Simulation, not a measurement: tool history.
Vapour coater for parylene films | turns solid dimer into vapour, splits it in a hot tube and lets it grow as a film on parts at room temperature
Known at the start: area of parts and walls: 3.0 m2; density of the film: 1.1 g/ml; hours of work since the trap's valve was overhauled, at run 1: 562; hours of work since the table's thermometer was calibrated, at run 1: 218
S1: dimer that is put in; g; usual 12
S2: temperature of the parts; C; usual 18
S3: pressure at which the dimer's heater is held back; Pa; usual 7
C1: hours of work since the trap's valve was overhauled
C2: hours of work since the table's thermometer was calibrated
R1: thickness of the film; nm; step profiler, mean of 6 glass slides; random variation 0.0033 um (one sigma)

run   hour  S1  S2     S3   C1   C2    R1
  1      0  12  18      7  562  218  2135
  2   15.1  12  18      7  569  225  2136
  3     32  12  18      7  577  233  2138
  4   41.9  12  18      7  581  238  2139
  5   56.7  12  18      7  588  245  2147
  6   69.1  12  18      7  594  250  2148
  7   78.6  12  18      7  598  255  2141
  8   85.9  12  18      7  602  258  2146
  9   97.7   9  18      7  607  264  1611
 10  115.2  12  18   2.88  615  272  2534
 11  132.1  12  15      7  623  280  2437
 12  145.9  12  18   2.22  630  286  2660
 13  162.7  12  15      7  638  294  2447
 14    180  12  15      7  646  302  2447
 15  188.9  12  15      7  650  306  2446
 16  204.5  10  18      7  657  314  1807
 17  216.7  10  18      7  663  319  1800
 18  231.2  10  18      7  670  326  1813
 19  238.6  10  18      7  673  329  1807
 20  245.7  10  18      7  676  333  1804
 21  253.1  19  24   2.05  680  336  3364
     261.3  -- trap's valve overhauled
 22  266.5  18  24   2.05    2  341  3178
 23  281.9   7  18   6.79   10  348  1273
 24  292.4  15  22   6.86   15  353  2314
 25  306.4  12  13      7   21  359  2677
       316  -- gauge calibrated
 26  316.8   5  14   6.52   26  364  1066
 27  332.9  18  18      7   33  372  3202
 28  343.4  18  18      7   38  377  3214
 29  360.7  18  18      7   46  385  3215
 30  369.2  18  18      7   50  389  3213
 31  385.2  14  13   6.11   58  396  3155
 32  396.7  12  10   5.44   63  402  3134
 33    412   6  29      7   70  409   679
 34  420.5   6  13   3.58   74  413  1495
 35  434.7  20  26   4.38   81  419  2801
 36  448.7   8  15  11.66   88  426  1485
 37  456.6   8  15  11.66   91  430  1485
     469.6  -- gauge calibrated
 38  472.4   8  15  11.66   99  437  1471
 39  483.4  17  19   8.44  104  442  2814
 40  498.1  14  23   7.31  111  449  2015

5 ways to go on from here, each from the tool as it stands after run 40. What would each give?
  A  510.1   7  29     7  116  454   ?
  B  510.1  13  12  7.31  116  454   ?
  C  510.1  12  22  2.79  116  454   ?
  D  510.1  11  26  3.94  116  454   ?
  E  510.1   8  23  2.21  116  454   ?

run    R1
  A   793
  B  2950
  C  2148
  D  1560
  E  1437
Without the tool's hidden state the same runs would have given:
run    R1
  A   792
  B  2943
  C  2143
  D  1556
  E  1434
